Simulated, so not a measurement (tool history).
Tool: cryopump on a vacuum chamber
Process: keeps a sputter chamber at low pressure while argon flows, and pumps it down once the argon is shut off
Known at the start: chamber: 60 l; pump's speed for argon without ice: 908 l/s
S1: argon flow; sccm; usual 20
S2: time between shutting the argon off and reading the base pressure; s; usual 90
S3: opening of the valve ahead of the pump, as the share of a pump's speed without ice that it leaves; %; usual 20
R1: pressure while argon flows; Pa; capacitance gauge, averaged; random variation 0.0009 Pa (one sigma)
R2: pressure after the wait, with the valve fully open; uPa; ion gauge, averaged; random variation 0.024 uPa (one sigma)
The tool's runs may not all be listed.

run   hour  S1   S2  S3      R1    R2
  1    0.0  20   90  20  0.1921  1.43
  2   33.2  20   90  21  0.1819  1.47
  3   66.5  20   90  21  0.1829  1.48
  4  114.9  20   90  21  0.1835  1.55
     134.4  -- pump warmed up, emptied and cooled again
  5  148.6  20   36  20  0.1865  2.20
  6  173.2  20   36  32  0.1179  2.20
  7  217.9  20   36  32  0.1179  2.21
  8  254.0  20   90  20  0.1867  1.37
  9  294.9  20   90  20  0.1867  1.47
 10  323.8  20  219  25  0.1514  1.10
 11  359.0  20  219  25  0.1496  1.18
 12  391.7  20  219  25  0.1500  1.15
 13  431.4  20  106  20  0.1894  1.43
 14  454.3  31   33  19  0.3050  2.42
 15  479.9  31   33  46  0.1293  2.47
 16  512.5  31   33  46  0.1276  2.47

The next listed run, before its measurement:
 17  562.3  31  33  51   ?   ?

Run 17 gave R1 0.1152 Pa, R2 2.52 uPa.
Without the tool's hidden state the same run would have given R1 0.1121 Pa, R2 1.84 uPa.
